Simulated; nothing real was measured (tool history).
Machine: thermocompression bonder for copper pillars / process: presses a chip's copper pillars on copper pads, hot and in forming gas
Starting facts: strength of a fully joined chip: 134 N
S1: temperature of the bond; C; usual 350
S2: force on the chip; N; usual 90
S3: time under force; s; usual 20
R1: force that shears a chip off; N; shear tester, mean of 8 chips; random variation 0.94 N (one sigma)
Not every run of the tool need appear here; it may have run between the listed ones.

run	hour	S1	S2	S3	R1
1	0.0	350	90	20	80.4
2	25.6	350	90	20	80.5
3	51.8	350	90	20	79.4
4	74.0	350	90	20	80.4
5	100.5	350	90	30	90.2
6	118.3	350	90	20	78.3
7	144.9	350	90	20	79.6
8	170.1	350	90	20	79.3
9	196.3	350	90	20	78.7
10	208.1	350	55	20	59.6
11	234.8	350	55	20	59.9
12	249.7	350	55	20	60.4
13	265.4	377	55	12	64.2
14	291.7	377	55	12	64.7
15	308.8	377	55	12	65.0
16	330.5	370	101	15	89.3
17	352.0	351	61	15	58.0
18	372.9	377	113	11	91.1
19	390.9	345	90	21	78.2
20	417.5	350	90	37	92.5
21	439.4	337	80	12	55.9
22	451.6	379	94	33	111.7
23	462.9	379	94	33	110.4

Alternative continuations, all from the tool just after run 23; predict every row:
A	473.7	374	94	16	?
B	473.7	368	58	12	?
C	473.7	333	60	33	?
D	473.7	374	96	13	?

run	R1
A	90.5
B	62.5
C	64.0
D	84.4
The same runs, with their run-to-run variation unchanged, on a tool lacking any hidden condition would have given:
run	R1
A	90.7
B	62.6
C	64.1
D	84.6
